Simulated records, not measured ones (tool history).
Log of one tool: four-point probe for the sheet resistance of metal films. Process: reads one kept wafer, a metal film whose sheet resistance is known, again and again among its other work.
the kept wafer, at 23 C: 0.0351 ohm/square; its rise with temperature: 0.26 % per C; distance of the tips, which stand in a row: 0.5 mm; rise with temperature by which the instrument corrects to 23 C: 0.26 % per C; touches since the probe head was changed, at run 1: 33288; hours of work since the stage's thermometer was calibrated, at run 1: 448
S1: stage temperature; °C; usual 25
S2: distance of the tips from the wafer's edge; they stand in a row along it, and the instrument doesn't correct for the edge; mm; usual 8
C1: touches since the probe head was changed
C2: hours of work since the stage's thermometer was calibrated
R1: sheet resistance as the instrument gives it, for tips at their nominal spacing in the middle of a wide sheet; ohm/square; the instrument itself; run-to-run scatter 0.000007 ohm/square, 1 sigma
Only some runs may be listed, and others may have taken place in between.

| run | hour | S1 | S2 | C1 | C2 | R1 |
|---|---|---|---|---|---|---|
| 1 | 0 | 25 | 8 | 33288 | 448 | 0.035092 |
| 2 | 20.5 | 25 | 8 | 34492 | 463 | 0.035094 |
| 3 | 51.6 | 25 | 8 | 36313 | 486 | 0.035084 |
| 4 | 73.4 | 25 | 8 | 37589 | 501 | 0.035084 |
| 5 | 108 | 25 | 8 | 39619 | 527 | 0.0351 |
| 6 | 137.4 | 25 | 8 | 41339 | 548 | 0.035077 |
| 7 | 171.2 | 25 | 8 | 43319 | 572 | 0.035081 |
| 8 | 186.5 | 20 | 70 | 44217 | 584 | 0.034986 |
| 9 | 203.8 | 25 | 70 | 45230 | 596 | 0.034994 |
| 10 | 238.3 | 19 | 14 | 47256 | 621 | 0.03501 |
| 11 | 274.5 | 26 | 8 | 49376 | 648 | 0.035066 |

A few steps of R1 between consecutive runs. Split each: what settings, incoming material and random variation would produce without the hidden state, and what is left over for the hidden state, along with gauge scatter present in only one of the two compared results (measured, and without hidden state):
Hidden state present: inner tips' distance over the nominal, %; tips' flats over new ones', %; wafer's true temperature over the reading, C; drift of the gauge itself on sheet_ohm, %.
Run 4 -> 5: nothing adjusted, nothing logged. R1 +0.000016 ohm/square: hidden state -0.000006, all else +0.000022.
Run 7 -> 8: S1 25 -> 20, S2 8 -> 70. R1 -0.000095 ohm/square: hidden state -0.000003, all else -0.000092.

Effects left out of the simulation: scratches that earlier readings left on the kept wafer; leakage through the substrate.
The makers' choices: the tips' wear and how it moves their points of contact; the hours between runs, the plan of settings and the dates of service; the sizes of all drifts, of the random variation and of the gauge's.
